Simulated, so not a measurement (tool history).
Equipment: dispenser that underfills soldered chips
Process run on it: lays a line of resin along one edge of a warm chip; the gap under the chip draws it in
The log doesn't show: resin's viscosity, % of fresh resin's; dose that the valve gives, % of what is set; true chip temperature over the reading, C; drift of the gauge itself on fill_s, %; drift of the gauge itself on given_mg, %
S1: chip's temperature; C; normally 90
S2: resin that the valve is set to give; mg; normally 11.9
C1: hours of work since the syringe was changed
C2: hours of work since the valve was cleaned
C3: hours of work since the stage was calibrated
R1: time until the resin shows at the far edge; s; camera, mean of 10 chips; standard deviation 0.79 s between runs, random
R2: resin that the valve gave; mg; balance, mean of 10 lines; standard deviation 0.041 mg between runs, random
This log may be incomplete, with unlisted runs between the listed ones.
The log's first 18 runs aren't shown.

-- hour=131 new syringe of resin
run 19 hour=133.6 | S1=84 S2=11.9 | C1=2 C2=17 C3=111 | R1=96.1 R2=11.81
-- hour=142.7 new syringe of resin
run 20 hour=143.8 | S1=84 S2=11.9 | C1=1 C2=24 C3=118 | R1=92.1 R2=11.74
run 21 hour=151.9 | S1=86 S2=12 | C1=7 C2=30 C3=124 | R1=107.6 R2=11.79
-- hour=154.7 new syringe of resin
run 22 hour=157.3 | S1=86 S2=11.9 | C1=2 C2=34 C3=128 | R1=86.9 R2=11.59
-- hour=166.5 new syringe of resin
run 23 hour=167.6 | S1=78 S2=13.6 | C1=1 C2=41 C3=135 | R1=111.9 R2=13.2
run 24 hour=173.4 | S1=95 S2=13.8 | C1=5 C2=45 C3=139 | R1=70.6 R2=13.43
-- hour=175.1 dispensing valve cleaned and set on the balance
-- hour=179.8 new syringe of resin
run 25 hour=181 | S1=103 S2=13 | C1=1 C2=4 C3=144 | R1=45.3 R2=12.94
run 26 hour=187.1 | S1=87 S2=15.5 | C1=5 C2=8 C3=148 | R1=95.1 R2=15.43
-- hour=191.7 new syringe of resin
run 27 hour=192.7 | S1=87 S2=15.5 | C1=1 C2=12 C3=152 | R1=77.5 R2=15.42
run 28 hour=199 | S1=87 S2=15.5 | C1=5 C2=17 C3=157 | R1=93.2 R2=15.37
-- hour=203.9 new syringe of resin
run 29 hour=207.8 | S1=87 S2=15.5 | C1=3 C2=23 C3=163 | R1=83 R2=15.25
-- hour=216.2 new syringe of resin
run 30 hour=216.2 | S1=99 S2=13.7 | C1=0 C2=29 C3=169 | R1=50.6 R2=13.43
run 31 hour=226.3 | S1=95 S2=12.4 | C1=7 C2=36 C3=176 | R1=79.5 R2=12.15
-- hour=228.5 new syringe of resin
run 32 hour=236.7 | S1=96 S2=14.9 | C1=6 C2=43 C3=183 | R1=69.6 R2=14.47
-- hour=240.6 new syringe of resin
-- hour=241.6 dispensing valve cleaned and set on the balance
run 33 hour=243.2 | S1=96 S2=14.9 | C1=1 C2=1 C3=187 | R1=57.4 R2=14.8
run 34 hour=251.3 | S1=96 S2=14.9 | C1=7 C2=7 C3=193 | R1=73.8 R2=14.78

Branching from run 34: 4 alternative next runs. What would each branch give?
-- hour=254.1 new syringe of resin
run A hour=260.2 | S1=91 S2=12.5 | C1=4 C2=13 C3=199 | R1=? R2=?
-- hour=254.1 new syringe of resin
run B hour=260.2 | S1=76 S2=10.9 | C1=4 C2=13 C3=199 | R1=? R2=?
-- hour=254.1 new syringe of resin
run C hour=260.2 | S1=78 S2=11.2 | C1=4 C2=13 C3=199 | R1=? R2=?
-- hour=254.1 new syringe of resin
run D hour=260.2 | S1=81 S2=13.2 | C1=4 C2=13 C3=199 | R1=? R2=?

run=A R1=77.6 R2=12.35
run=B R1=143 R2=10.76
run=C R1=131.1 R2=11
run=D R1=112.9 R2=13.09
Take away the tool's hidden state, keep each run's random variation, and the runs would have read:
run=A R1=69.1 R2=12.52
run=B R1=127.6 R2=10.9
run=C R1=116.9 R2=11.15
run=D R1=100.8 R2=13.27
